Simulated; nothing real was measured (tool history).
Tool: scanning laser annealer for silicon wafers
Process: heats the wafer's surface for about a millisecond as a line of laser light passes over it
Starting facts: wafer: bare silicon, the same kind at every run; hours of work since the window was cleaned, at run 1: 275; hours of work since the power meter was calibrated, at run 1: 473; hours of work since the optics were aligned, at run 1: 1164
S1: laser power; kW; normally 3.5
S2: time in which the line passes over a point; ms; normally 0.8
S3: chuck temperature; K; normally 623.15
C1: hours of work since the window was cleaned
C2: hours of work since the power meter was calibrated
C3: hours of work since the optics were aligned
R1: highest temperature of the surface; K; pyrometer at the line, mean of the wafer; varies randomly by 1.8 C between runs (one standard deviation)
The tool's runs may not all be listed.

| run | day | S1 | S2 | S3 | C1 | C2 | C3 | R1 |
|---|---|---|---|---|---|---|---|---|
| 1 | 0 | 3.5 | 0.8 | 623.15 | 275 | 473 | 1164 | 1310.15 |
| 2 | 1.017 | 3.5 | 0.8 | 623.15 | 291 | 489 | 1180 | 1310.15 |
| 3 | 1.908 | 3.5 | 0.8 | 623.15 | 304 | 502 | 1193 | 1312.15 |
|  | 2.2 | optics aligned, line set to its width |
| 4 | 3.238 | 3.5 | 0.8 | 623.15 | 321 | 520 | 16 | 1325.15 |
| 5 | 3.892 | 3.5 | 0.8 | 623.15 | 331 | 530 | 26 | 1326.15 |
| 6 | 4.529 | 3.5 | 0.8 | 623.15 | 341 | 539 | 36 | 1320.15 |
| 7 | 5.483 | 3.36 | 0.941 | 658.15 | 356 | 554 | 50 | 1367.15 |
| 8 | 6.038 | 3.437 | 0.772 | 655.15 | 364 | 562 | 59 | 1327.15 |
| 9 | 6.558 | 3.037 | 0.662 | 623.15 | 372 | 570 | 67 | 1157.15 |
| 10 | 7.338 | 3.548 | 0.718 | 637.15 | 384 | 582 | 79 | 1314.15 |
| 11 | 7.908 | 3.5 | 0.645 | 625.15 | 393 | 591 | 87 | 1261.15 |
| 12 | 8.729 | 3.164 | 0.725 | 598.15 | 405 | 604 | 100 | 1185.15 |

Some steps in R1, run to run, broken into two amounts with sign: the step expected even without the hidden condition (settings, incoming material, random variation), and the rest, left for the hidden condition together with whatever gauge scatter is not in both the measured and the hidden-condition-free result:
What the log doesn't record here: light that passes the window, % of a clean one's; laser's true power over the reading, %; width of the line over the set one, %; drift of the gauge itself on peak_c, C.
Run 3 -> 4: optics aligned, line set to its width. R1 +13 K: hidden state +16, all else -3.
Run 8 -> 9: S1 3.437 -> 3.037, S2 0.772 -> 0.662, S3 655.15 -> 623.15. R1 -170 K: hidden state +5, all else -175.
